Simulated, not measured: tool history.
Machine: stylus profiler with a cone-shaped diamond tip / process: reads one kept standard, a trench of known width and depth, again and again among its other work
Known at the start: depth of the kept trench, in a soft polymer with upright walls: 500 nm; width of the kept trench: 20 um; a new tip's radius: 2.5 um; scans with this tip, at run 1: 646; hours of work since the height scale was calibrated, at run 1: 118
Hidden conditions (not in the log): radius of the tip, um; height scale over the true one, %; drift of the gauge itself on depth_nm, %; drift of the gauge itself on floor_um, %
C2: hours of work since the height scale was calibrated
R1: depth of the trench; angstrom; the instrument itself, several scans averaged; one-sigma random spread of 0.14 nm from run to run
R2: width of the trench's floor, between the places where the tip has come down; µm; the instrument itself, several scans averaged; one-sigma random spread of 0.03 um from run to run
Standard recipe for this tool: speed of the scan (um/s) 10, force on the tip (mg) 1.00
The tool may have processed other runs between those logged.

{"run": 1, "hour": 0.0, "speed of the scan (um/s)": 10, "force on the tip (mg)": 1.0, "scans with this tip": 646, "C2": 118, "R1": 5032.4, "R2": 16.86}
{"run": 2, "hour": 75.3, "speed of the scan (um/s)": 10, "force on the tip (mg)": 0.5, "scans with this tip": 914, "C2": 166, "R1": 5022.7, "R2": 16.83}
{"run": 3, "hour": 149.6, "speed of the scan (um/s)": 27, "force on the tip (mg)": 1.0, "scans with this tip": 1178, "C2": 215, "R1": 5030.5, "R2": 16.64}
{"run": 4, "hour": 223.3, "speed of the scan (um/s)": 27, "force on the tip (mg)": 1.0, "scans with this tip": 1441, "C2": 262, "R1": 5033.6, "R2": 16.64}
{"run": 5, "hour": 341.2, "speed of the scan (um/s)": 27, "force on the tip (mg)": 1.0, "scans with this tip": 1860, "C2": 339, "R1": 5032.0, "R2": 16.63}
{"run": 6, "hour": 417.5, "speed of the scan (um/s)": 27, "force on the tip (mg)": 1.0, "scans with this tip": 2132, "C2": 388, "R1": 5036.0, "R2": 16.6}
{"run": 7, "hour": 472.1, "speed of the scan (um/s)": 27, "force on the tip (mg)": 1.0, "scans with this tip": 2326, "C2": 424, "R1": 5035.4, "R2": 16.58}
{"run": 8, "hour": 549.2, "speed of the scan (um/s)": 4, "force on the tip (mg)": 1.0, "scans with this tip": 2600, "C2": 473, "R1": 5036.7, "R2": 16.61}
{"run": 9, "hour": 649.0, "speed of the scan (um/s)": 4, "force on the tip (mg)": 0.71, "scans with this tip": 2956, "C2": 538, "R1": 5031.5, "R2": 16.69}
{"run": 10, "hour": 716.7, "speed of the scan (um/s)": 4, "force on the tip (mg)": 0.71, "scans with this tip": 3197, "C2": 582, "R1": 5034.2, "R2": 16.58}
{"run": 11, "hour": 805.7, "speed of the scan (um/s)": 4, "force on the tip (mg)": 0.71, "scans with this tip": 3513, "C2": 640, "R1": 5034.6, "R2": 16.59}
{"run": 12, "hour": 894.8, "speed of the scan (um/s)": 27, "force on the tip (mg)": 0.81, "scans with this tip": 3830, "C2": 697, "R1": 5039.3, "R2": 16.39}
{"run": 13, "hour": 1008.1, "speed of the scan (um/s)": 27, "force on the tip (mg)": 0.81, "scans with this tip": 4233, "C2": 771, "R1": 5041.7, "R2": 16.29}
{"run": 14, "hour": 1085.3, "speed of the scan (um/s)": 16, "force on the tip (mg)": 0.48, "scans with this tip": 4508, "C2": 821, "R1": 5034.0, "R2": 16.37}
{"run": 15, "hour": 1186.8, "speed of the scan (um/s)": 2, "force on the tip (mg)": 1.27, "scans with this tip": 4869, "C2": 887, "R1": 5048.8, "R2": 16.42}
{"run": 16, "hour": 1250.1, "speed of the scan (um/s)": 2, "force on the tip (mg)": 1.46, "scans with this tip": 5094, "C2": 928, "R1": 5051.4, "R2": 16.41}
{"run": 17, "hour": 1329.5, "speed of the scan (um/s)": 9, "force on the tip (mg)": 1.91, "scans with this tip": 5377, "C2": 979, "R1": 5062.4, "R2": 16.44}
{"run": 18, "hour": 1417.5, "speed of the scan (um/s)": 9, "force on the tip (mg)": 1.69, "scans with this tip": 5690, "C2": 1036, "R1": 5058.2, "R2": 16.34}
{"run": 19, "hour": 1487.2, "speed of the scan (um/s)": 9, "force on the tip (mg)": 1.69, "scans with this tip": 5938, "C2": 1081, "R1": 5058.9, "R2": 16.34}

Predict each of these 3 candidate next runs independently; none follows another, all start after run 19:
{"run": "A", "hour": 1598.2, "speed of the scan (um/s)": 9, "force on the tip (mg)": 1.0, "scans with this tip": 6333, "C2": 1153, "R1": "?", "R2": "?"}
{"run": "B", "hour": 1598.2, "speed of the scan (um/s)": 4, "force on the tip (mg)": 0.76, "scans with this tip": 6333, "C2": 1153, "R1": "?", "R2": "?"}
{"run": "C", "hour": 1598.2, "speed of the scan (um/s)": 29, "force on the tip (mg)": 1.69, "scans with this tip": 6333, "C2": 1153, "R1": "?", "R2": "?"}

run=A R1=5047.9 R2=16.25
run=B R1=5039.3 R2=16.34
run=C R1=5059.2 R2=16.18
Stripped of hidden state, with their random variation kept, the same runs would have yielded:
run=A R1=5026.8 R2=16.91
run=B R1=5018.2 R2=17.00
run=C R1=5038.0 R2=16.85
